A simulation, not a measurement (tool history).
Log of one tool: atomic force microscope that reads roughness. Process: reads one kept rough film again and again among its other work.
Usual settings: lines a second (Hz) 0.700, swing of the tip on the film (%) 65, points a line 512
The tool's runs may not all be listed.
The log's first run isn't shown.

run	hour	lines a second (Hz)	swing of the tip on the film (%)	points a line	roughness of the kept film (nm (root mean square))
2	50.8	0.700	65	512	0.7073
3	93.1	0.700	85	512	0.6796
4	118.4	0.700	85	512	0.6790
# hour 155.8: new tip fitted
5	155.8	0.700	85	512	0.6899
6	203.8	0.700	77	512	0.7008
7	243.2	0.700	77	512	0.6982
8	295.3	0.700	77	512	0.6960
9	335.2	0.700	77	512	0.6936
10	364.2	0.700	65	512	0.7052
11	394.1	2.047	65	512	0.6787
# hour 410.0: new tip fitted
12	448.2	0.823	65	512	0.7134
13	486.2	0.823	65	512	0.7125
# hour 492.3: height scale calibrated on a step standard
14	524.5	0.700	65	512	0.7148
15	561.4	0.700	65	512	0.7143
16	590.9	0.700	65	512	0.7127
# hour 605.7: height scale calibrated on a step standard, once more
17	639.0	0.700	65	512	0.6965

Run 18 is up next; what results do you expect?
# hour 668.8: new tip fitted
18	676.6	0.700	65	481	?

Run 18 produced roughness of the kept film (nm (root mean square)) 0.7071.
If the tool had no hidden condition, the same run with the same run-to-run variation would have returned roughness of the kept film (nm (root mean square)) 0.7078.
